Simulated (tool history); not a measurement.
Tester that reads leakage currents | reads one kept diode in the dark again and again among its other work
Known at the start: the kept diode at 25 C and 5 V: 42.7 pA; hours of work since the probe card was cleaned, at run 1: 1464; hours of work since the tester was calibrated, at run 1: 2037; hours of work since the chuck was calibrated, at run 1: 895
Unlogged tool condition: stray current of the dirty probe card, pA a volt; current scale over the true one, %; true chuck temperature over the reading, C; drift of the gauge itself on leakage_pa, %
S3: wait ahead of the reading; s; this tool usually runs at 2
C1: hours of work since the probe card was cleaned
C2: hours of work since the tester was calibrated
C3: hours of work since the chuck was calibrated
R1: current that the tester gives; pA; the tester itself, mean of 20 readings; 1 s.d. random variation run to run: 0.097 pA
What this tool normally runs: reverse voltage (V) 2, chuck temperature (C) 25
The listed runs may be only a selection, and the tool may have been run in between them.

Run 1, hour 0: usual settings; C1 1464; C2 2037; C3 895. Result: R1 30.17 pA.
Run 2, hour 61: usual settings; C1 1503; C2 2076; C3 933. Result: R1 30.27 pA.
At hour 81.6: probe card cleaned and baked.
Run 3, hour 151: usual settings but reverse voltage (V) 2.92; C1 44; C2 2132; C3 989. Result: R1 31.64 pA.
Run 4, hour 236.5: usual settings but chuck temperature (C) 29; C1 99; C2 2186; C3 1043. Result: R1 36.64 pA.
Run 5, hour 332.7: usual settings but chuck temperature (C) 29; C1 160; C2 2248; C3 1105. Result: R1 36.66 pA.
Run 6, hour 429.9: usual settings but chuck temperature (C) 29; C1 222; C2 2310; C3 1167. Result: R1 36.37 pA.
Run 7, hour 540.4: usual settings but chuck temperature (C) 29; C1 293; C2 2380; C3 1237. Result: R1 36.49 pA.
Run 8, hour 599.6: usual settings but chuck temperature (C) 29; C1 330; C2 2418; C3 1275. Result: R1 36.66 pA.
At hour 617.5: chuck's temperature calibrated.
Run 9, hour 673.8: usual settings but chuck temperature (C) 29; C1 376; C2 2464; C3 36. Result: R1 36.11 pA.
Run 10, hour 731.5: usual settings but chuck temperature (C) 29; C1 413; C2 2501; C3 73. Result: R1 36.19 pA.
Run 11, hour 815.3: usual settings but chuck temperature (C) 29; C1 467; C2 2554; C3 126. Result: R1 35.88 pA.
Run 12, hour 870.6: usual settings but reverse voltage (V) 1.79; C1 502; C2 2589; C3 161. Result: R1 24.64 pA.
Run 13, hour 965.5: usual settings but reverse voltage (V) 1.79; C1 562; C2 2650; C3 222. Result: R1 24.73 pA.
Run 14, hour 1046.1: usual settings but chuck temperature (C) 22; C1 614; C2 2701; C3 273. Result: R1 20.6 pA.
Run 15, hour 1139.8: usual settings but chuck temperature (C) 22; C1 674; C2 2761; C3 333. Result: R1 20.71 pA.
At hour 1195.4: chuck's temperature calibrated, once more.
Run 16, hour 1212.3: usual settings; C1 718; C2 2806; C3 11. Result: R1 28.45 pA.
Run 17, hour 1318.2: usual settings; C1 786; C2 2874; C3 78. Result: R1 28.61 pA.
Run 18, hour 1426.4: usual settings; C1 855; C2 2943; C3 147. Result: R1 28.66 pA.
Run 19, hour 1478.8: usual settings; C1 888; C2 2976; C3 181. Result: R1 28.66 pA.
Run 20, hour 1524.9: usual settings; C1 918; C2 3005; C3 210. Result: R1 28.8 pA.
Run 21, hour 1617.3: usual settings; C1 977; C2 3064; C3 269. Result: R1 28.93 pA.
Run 22, hour 1695.4: usual settings; C1 1027; C2 3114; C3 319. Result: R1 29.12 pA.
Run 23, hour 1772.5: usual settings but reverse voltage (V) 2.39, S3 1.96 s; C1 1076; C2 3163; C3 368. Result: R1 32 pA.
Run 24, hour 1867.1: usual settings but reverse voltage (V) 2.39, S3 1.96 s; C1 1136; C2 3224; C3 428. Result: R1 32.08 pA.
Run 25, hour 1949.7: usual settings but reverse voltage (V) 5.27, chuck temperature (C) 45, S3 2.8 s; C1 1189; C2 3276; C3 481. Result: R1 212.11 pA.
Run 26, hour 2053.6: usual settings but reverse voltage (V) 5.27, chuck temperature (C) 45, S3 2.8 s; C1 1255; C2 3343; C3 547. Result: R1 211.17 pA.
Run 27, hour 2115.4: usual settings but reverse voltage (V) 5.27, chuck temperature (C) 21, S3 0.6 s; C1 1294; C2 3382; C3 587. Result: R1 39.29 pA.
Run 28, hour 2206.8: usual settings but reverse voltage (V) 1.52; C1 1353; C2 3440; C3 645. Result: R1 25.13 pA.
Run 29, hour 2299.5: usual settings but chuck temperature (C) 34, S3 1.2 s; C1 1412; C2 3499; C3 704. Result: R1 57.53 pA.
Run 30, hour 2372: usual settings but reverse voltage (V) 1.54, chuck temperature (C) 46, S3 0.44 s; C1 1458; C2 3546; C3 750. Result: R1 122.25 pA.
At hour 2456.2: probe card cleaned and baked.
Run 31, hour 2474.1: usual settings but reverse voltage (V) 2.39, chuck temperature (C) 51, S3 0.56 s; C1 11; C2 3609; C3 813. Result: R1 213.07 pA.
Run 32, hour 2531.8: usual settings but S3 0.42 s; C1 48; C2 3646; C3 850. Result: R1 26.41 pA.
Run 33, hour 2624.9: usual settings but S3 2.89 s; C1 108; C2 3705; C3 910. Result: R1 25.85 pA.

For run 34, what comes out?
Run 34, hour 2679.7: usual settings but chuck temperature (C) 21, S3 9.57 s; C1 143; C2 3740; C3 945. Result: R1 ?.

R1: 18.39 pA
With no hidden state in the tool, this same run would have given R1 19.51 pA.
